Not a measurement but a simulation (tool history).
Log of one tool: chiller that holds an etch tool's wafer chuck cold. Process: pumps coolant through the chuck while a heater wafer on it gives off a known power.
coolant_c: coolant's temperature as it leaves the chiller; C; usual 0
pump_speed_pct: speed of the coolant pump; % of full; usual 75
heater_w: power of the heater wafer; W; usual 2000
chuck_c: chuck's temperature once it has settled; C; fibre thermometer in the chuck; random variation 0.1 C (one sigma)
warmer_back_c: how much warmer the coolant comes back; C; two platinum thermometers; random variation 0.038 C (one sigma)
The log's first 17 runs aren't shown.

run,day,coolant_c,pump_speed_pct,heater_w,chuck_c,warmer_back_c
18,39.225,7,80,2769,33.6,9.92
19,42.204,7,80,2769,33.5,10
20,44.7,7,87,1483,20.5,4.98
21,47.338,6,69,2042,27.4,8.64
22,49.258,6,69,2042,27.5,8.6
23,50.688,6,69,2042,27.3,8.59
# day 52.825: gauge calibrated
24,52.825,6,69,2042,27.4,8.28
25,55.629,-6,80,2814,20.8,9.89
26,58.558,5,90,2000,22.9,6.3
27,60.312,5,90,2000,22.9,6.29
28,62.671,-2,100,2977,23.1,8.37
29,65.012,-2,100,2977,22.8,8.39
30,67.462,6,69,2416,31.4,9.97
31,69.058,6,69,2416,31.4,9.97

5 ways to go on from here, each from the tool as it stands after run 31. What would each give?
A,72.017,6,82,1144,?,?
B,72.017,-3,75,2000,?,?
C,72.017,5,75,2574,?,?
D,72.017,9,69,2416,?,?
E,72.017,2,82,2416,?,?

run,chuck_c,warmer_back_c
A,16.6,4.07
B,17,7.59
C,30.7,9.74
D,34.4,10
E,24.9,8.36
Without the tool's hidden state the same runs would have given:
run,chuck_c,warmer_back_c
A,16.6,3.96
B,17,7.48
C,30.6,9.63
D,34.3,9.89
E,24.9,8.25
